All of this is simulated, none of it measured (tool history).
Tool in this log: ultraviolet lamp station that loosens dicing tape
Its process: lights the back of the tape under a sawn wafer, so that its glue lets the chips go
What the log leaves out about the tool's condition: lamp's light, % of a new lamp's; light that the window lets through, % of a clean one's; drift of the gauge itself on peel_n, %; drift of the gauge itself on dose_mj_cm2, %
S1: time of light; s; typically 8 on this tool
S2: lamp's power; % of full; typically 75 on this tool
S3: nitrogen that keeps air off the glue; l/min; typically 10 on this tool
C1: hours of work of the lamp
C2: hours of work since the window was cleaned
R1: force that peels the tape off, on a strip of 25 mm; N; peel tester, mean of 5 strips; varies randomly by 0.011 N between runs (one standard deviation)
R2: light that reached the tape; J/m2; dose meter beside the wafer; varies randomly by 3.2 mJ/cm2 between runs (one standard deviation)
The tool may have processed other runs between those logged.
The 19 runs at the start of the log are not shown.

run,hour,S1,S2,S3,C1,C2,R1,R2
20,133.4,9,75,10,147,47,0.476,5230
21,141.1,9,75,10,150,50,0.462,5240
22,146,9,69,17,152,52,0.45,4810
23,151.7,5,69,17,154,54,1.043,2660
24,160.5,8,63,10,158,58,0.748,3880
25,164.8,8,75,3,160,60,0.961,4590
26,171.1,8,75,3,162,62,0.96,4540
27,179.5,8,73,12,166,66,0.565,4440
28,188.6,8,66,5,169,69,0.924,4020
29,194,11,99,10,172,72,0.19,8240
30,198.7,11,99,10,174,73,0.194,8230
31,205.7,9,89,5,176,76,0.521,6090
32,214.3,14,62,10,180,80,0.307,6540
33,218.4,5,89,3,182,81,1.364,3270
34,223.6,5,89,3,184,84,1.375,3350
35,230.5,8,83,12,186,86,0.479,5010
36,238.6,13,60,5,190,90,0.545,5810
37,243.5,13,60,5,192,92,0.551,5840
38,248.6,8,86,10,194,94,0.48,5130
39,255,8,86,10,196,96,0.509,5150
40,260.9,5,66,7,199,99,1.417,2440

Each row is a separate what-if for the run after 40, all from the same tool condition, not one after another. Results?
A,267.2,5,94,14,201,101,?,?
B,267.2,5,66,12,201,101,?,?
C,267.2,8,75,10,201,101,?,?

run,R1,R2
A,0.824,3510
B,1.239,2430
C,0.604,4400
Without the tool's unlogged condition, the same runs would have read:
run,R1,R2
A,0.673,4030
B,1.072,2790
C,0.48,5050
